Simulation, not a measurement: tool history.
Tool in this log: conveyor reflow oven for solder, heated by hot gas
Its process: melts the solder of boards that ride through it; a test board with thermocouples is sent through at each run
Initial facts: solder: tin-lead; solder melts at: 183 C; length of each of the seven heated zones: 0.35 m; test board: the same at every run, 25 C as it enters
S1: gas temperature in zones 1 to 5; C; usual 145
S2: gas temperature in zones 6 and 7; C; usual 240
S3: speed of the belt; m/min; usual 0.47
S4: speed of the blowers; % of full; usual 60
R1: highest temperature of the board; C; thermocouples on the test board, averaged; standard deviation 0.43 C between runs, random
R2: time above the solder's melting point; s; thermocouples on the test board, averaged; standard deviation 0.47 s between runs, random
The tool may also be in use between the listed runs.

| run | hour | S1 | S2 | S3 | S4 | R1 | R2 |
|---|---|---|---|---|---|---|---|
| 1 | 0 | 145 | 240 | 0.47 | 60 | 212.3 | 61 |
| 2 | 6.5 | 145 | 240 | 0.47 | 60 | 211.3 | 61.5 |
| 3 | 17.9 | 145 | 240 | 0.47 | 60 | 211.8 | 61.1 |
| 4 | 25.8 | 145 | 240 | 0.47 | 52 | 208.8 | 57.9 |
|  | 42.5 | flux residue cleaned out of gas plates and filters |
| 5 | 42.5 | 145 | 240 | 0.47 | 52 | 206.6 | 53.4 |
| 6 | 47.9 | 145 | 240 | 0.47 | 86 | 214.9 | 66 |
| 7 | 59.7 | 145 | 240 | 0.47 | 86 | 214.9 | 66.2 |
| 8 | 69.8 | 145 | 240 | 0.483 | 60 | 207.4 | 54.2 |
| 9 | 77 | 145 | 240 | 0.47 | 83 | 214.4 | 66 |
| 10 | 86.2 | 145 | 240 | 0.47 | 83 | 214.5 | 64.9 |
|  | 93.7 | flux residue cleaned out of gas plates and filters, once more |
| 11 | 101.9 | 145 | 240 | 0.47 | 60 | 215.1 | 66.7 |
| 12 | 111.8 | 145 | 243 | 0.47 | 60 | 216.9 | 67.9 |
| 13 | 120.7 | 145 | 243 | 0.47 | 60 | 217.5 | 66.9 |
| 14 | 131.5 | 145 | 243 | 0.47 | 60 | 217.2 | 67.8 |
| 15 | 136.7 | 145 | 243 | 0.47 | 90 | 224.2 | 74.8 |
| 16 | 145.4 | 145 | 243 | 0.47 | 90 | 225 | 75.8 |
| 17 | 156.4 | 145 | 244 | 0.461 | 59 | 218.2 | 70.7 |
| 18 | 163.9 | 145 | 244 | 0.461 | 59 | 217.3 | 70.2 |
| 19 | 173.2 | 145 | 240 | 0.47 | 81 | 219.9 | 72.6 |
| 20 | 180.2 | 145 | 240 | 0.47 | 81 | 220.2 | 71.4 |
| 21 | 186 | 145 | 240 | 0.47 | 81 | 220.9 | 71.4 |
| 22 | 191.4 | 145 | 244 | 0.453 | 80 | 224.2 | 78.9 |
| 23 | 197.6 | 145 | 244 | 0.426 | 80 | 225.7 | 84.5 |
| 24 | 207 | 145 | 234 | 0.504 | 60 | 206.9 | 51.3 |
| 25 | 213.1 | 145 | 234 | 0.504 | 60 | 206.2 | 52.3 |
| 26 | 225 | 145 | 234 | 0.504 | 60 | 206.6 | 51.7 |
| 27 | 235.5 | 145 | 240 | 0.47 | 60 | 213.6 | 65 |
| 28 | 243.1 | 145 | 240 | 0.47 | 60 | 214.2 | 64.9 |
| 29 | 254.8 | 145 | 240 | 0.47 | 60 | 214.4 | 64.8 |
| 30 | 266.8 | 159 | 240 | 0.47 | 87 | 223.1 | 81.5 |

Forecast each of these 5 alternatives for the next run:
| A | 272.8 | 139 | 240 | 0.501 | 57 | ? | ? |
| B | 272.8 | 132 | 240 | 0.47 | 60 | ? | ? |
| C | 272.8 | 145 | 233 | 0.47 | 60 | ? | ? |
| D | 272.8 | 145 | 236 | 0.419 | 71 | ? | ? |
| E | 272.8 | 157 | 240 | 0.54 | 66 | ? | ? |

| run | R1 | R2 |
|---|---|---|
| A | 208 | 51.5 |
| B | 210.1 | 55.5 |
| C | 208.9 | 57.7 |
| D | 217.5 | 78.1 |
| E | 213.9 | 61.2 |
Had the tool no hidden state, the same runs would have come out as:
| run | R1 | R2 |
|---|---|---|
| A | 209.7 | 53.4 |
| B | 211.9 | 57.4 |
| C | 210.6 | 59.6 |
| D | 219.2 | 79.4 |
| E | 215.6 | 62.6 |
